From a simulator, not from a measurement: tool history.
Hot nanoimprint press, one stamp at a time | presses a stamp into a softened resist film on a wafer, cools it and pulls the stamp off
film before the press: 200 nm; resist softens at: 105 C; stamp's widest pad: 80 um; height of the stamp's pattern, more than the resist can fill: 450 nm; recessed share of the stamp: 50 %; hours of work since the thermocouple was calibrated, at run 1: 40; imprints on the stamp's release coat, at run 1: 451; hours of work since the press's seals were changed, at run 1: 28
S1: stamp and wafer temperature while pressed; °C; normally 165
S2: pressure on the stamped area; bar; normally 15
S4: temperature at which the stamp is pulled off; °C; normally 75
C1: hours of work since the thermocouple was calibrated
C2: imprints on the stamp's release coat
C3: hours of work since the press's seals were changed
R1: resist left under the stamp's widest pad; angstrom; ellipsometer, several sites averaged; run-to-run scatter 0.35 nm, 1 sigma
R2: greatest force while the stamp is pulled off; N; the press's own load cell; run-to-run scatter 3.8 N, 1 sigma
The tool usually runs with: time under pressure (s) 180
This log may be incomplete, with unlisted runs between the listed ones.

Run 1, hour 0: usual settings; C1 40; C2 451; C3 28. Result: R1 1036 angstrom, R2 196 N.
Run 2, hour 11.2: usual settings; C1 48; C2 500; C3 37. Result: R1 1038 angstrom, R2 198 N.
Run 3, hour 19.6: usual settings but S2 12.8 bar; C1 54; C2 538; C3 43. Result: R1 1099 angstrom, R2 198 N.
Run 4, hour 28.9: usual settings but S2 21.2 bar; C1 61; C2 578; C3 49. Result: R1 901 angstrom, R2 195 N.
Run 5, hour 33.8: usual settings but S2 21.2 bar; C1 64; C2 600; C3 53. Result: R1 904 angstrom, R2 204 N.
Run 6, hour 38.7: usual settings but S2 21.2 bar; C1 68; C2 622; C3 57. Result: R1 902 angstrom, R2 192 N.
Run 7, hour 45.3: usual settings; C1 73; C2 651; C3 61. Result: R1 1037 angstrom, R2 203 N.
Run 8, hour 55.8: usual settings; C1 80; C2 698; C3 69. Result: R1 1037 angstrom, R2 203 N.
Run 9, hour 63.1: usual settings; C1 86; C2 730; C3 74. Result: R1 1040 angstrom, R2 206 N.
Run 10, hour 68.4: usual settings; C1 89; C2 753; C3 78. Result: R1 1035 angstrom, R2 203 N.
Run 11, hour 73.6: usual settings; C1 93; C2 776; C3 82. Result: R1 1030 angstrom, R2 199 N.
Run 12, hour 78.9: usual settings; C1 97; C2 799; C3 86. Result: R1 1045 angstrom, R2 202 N.
Run 13, hour 84.3: usual settings; C1 101; C2 823; C3 90. Result: R1 1035 angstrom, R2 204 N.
Run 14, hour 91.6: usual settings; C1 106; C2 855; C3 95. Result: R1 1040 angstrom, R2 209 N.
Run 15, hour 101: usual settings; C1 113; C2 897; C3 102. Result: R1 1041 angstrom, R2 214 N.
Run 16, hour 106.1: usual settings but S1 160 °C, time under pressure (s) 140, S4 81 °C; C1 117; C2 920; C3 105. Result: R1 1322 angstrom, R2 190 N.
Run 17, hour 111.8: usual settings but S1 172 °C, S2 20.9 bar, time under pressure (s) 330, S4 80 °C; C1 121; C2 945; C3 110. Result: R1 536 angstrom, R2 185 N.
Run 18, hour 123.5: usual settings but S1 176 °C, S2 20.9 bar, time under pressure (s) 263, S4 79 °C; C1 129; C2 996; C3 118. Result: R1 514 angstrom, R2 194 N.
Run 19, hour 129.7: usual settings but S1 176 °C, S2 20.9 bar, time under pressure (s) 263, S4 79 °C; C1 134; C2 1024; C3 122. Result: R1 517 angstrom, R2 200 N.
Run 20, hour 139.5: usual settings but S1 158 °C, S2 18.5 bar, time under pressure (s) 318, S4 64 °C; C1 141; C2 1067; C3 130. Result: R1 1014 angstrom, R2 256 N.
Run 21, hour 150.4: usual settings but S1 154 °C, time under pressure (s) 102; C1 149; C2 1115; C3 137. Result: R1 1653 angstrom, R2 207 N.
Run 22, hour 156.1: usual settings but S1 154 °C, S2 19.2 bar, time under pressure (s) 231, S4 71 °C; C1 153; C2 1141; C3 142. Result: R1 1297 angstrom, R2 233 N.
Run 23, hour 164.7: usual settings but S1 172 °C, S2 9.8 bar, time under pressure (s) 231, S4 71 °C; C1 159; C2 1178; C3 148. Result: R1 881 angstrom, R2 234 N.
Run 24, hour 169.5: usual settings but time under pressure (s) 296, S4 76 °C; C1 163; C2 1200; C3 151. Result: R1 861 angstrom, R2 214 N.
Run 25, hour 180.7: usual settings but S1 173 °C, time under pressure (s) 296, S4 62 °C; C1 171; C2 1249; C3 159. Result: R1 634 angstrom, R2 275 N.
Run 26, hour 190: usual settings but S1 162 °C, time under pressure (s) 209, S4 62 °C; C1 178; C2 1290; C3 166. Result: R1 1096 angstrom, R2 255 N.
Run 27, hour 197.4: usual settings but S1 162 °C, time under pressure (s) 209, S4 62 °C; C1 183; C2 1323; C3 172. Result: R1 1102 angstrom, R2 272 N.
Run 28, hour 206.4: usual settings but S1 168 °C, S2 21.2 bar, S4 69 °C; C1 189; C2 1363; C3 178. Result: R1 818 angstrom, R2 242 N.
Run 29, hour 215.1: usual settings but S1 162 °C, S2 21.2 bar, S4 79 °C; C1 196; C2 1401; C3 184. Result: R1 1020 angstrom, R2 214 N.

Branching from run 29: 3 alternative next runs. What would each branch give?
Run A, hour 224.9: usual settings but S1 176 °C, S2 13.5 bar, time under pressure (s) 172, S4 79 °C; C1 203; C2 1445; C3 191. Result: R1 ?, R2 ?.
Run B, hour 224.9: usual settings but S2 16.8 bar, time under pressure (s) 90; C1 203; C2 1445; C3 191. Result: R1 ?, R2 ?.
Run C, hour 224.9: usual settings but S1 168 °C, S2 21.2 bar, S4 70 °C; C1 203; C2 1445; C3 191. Result: R1 ?, R2 ?.

run    R1   R2
  A   759  206
  B  1259  217
  C   811  246
Take away the tool's hidden state, keep each run's random variation, and the runs would have read:
run    R1   R2
  A   746  168
  B  1240  177
  C   794  201

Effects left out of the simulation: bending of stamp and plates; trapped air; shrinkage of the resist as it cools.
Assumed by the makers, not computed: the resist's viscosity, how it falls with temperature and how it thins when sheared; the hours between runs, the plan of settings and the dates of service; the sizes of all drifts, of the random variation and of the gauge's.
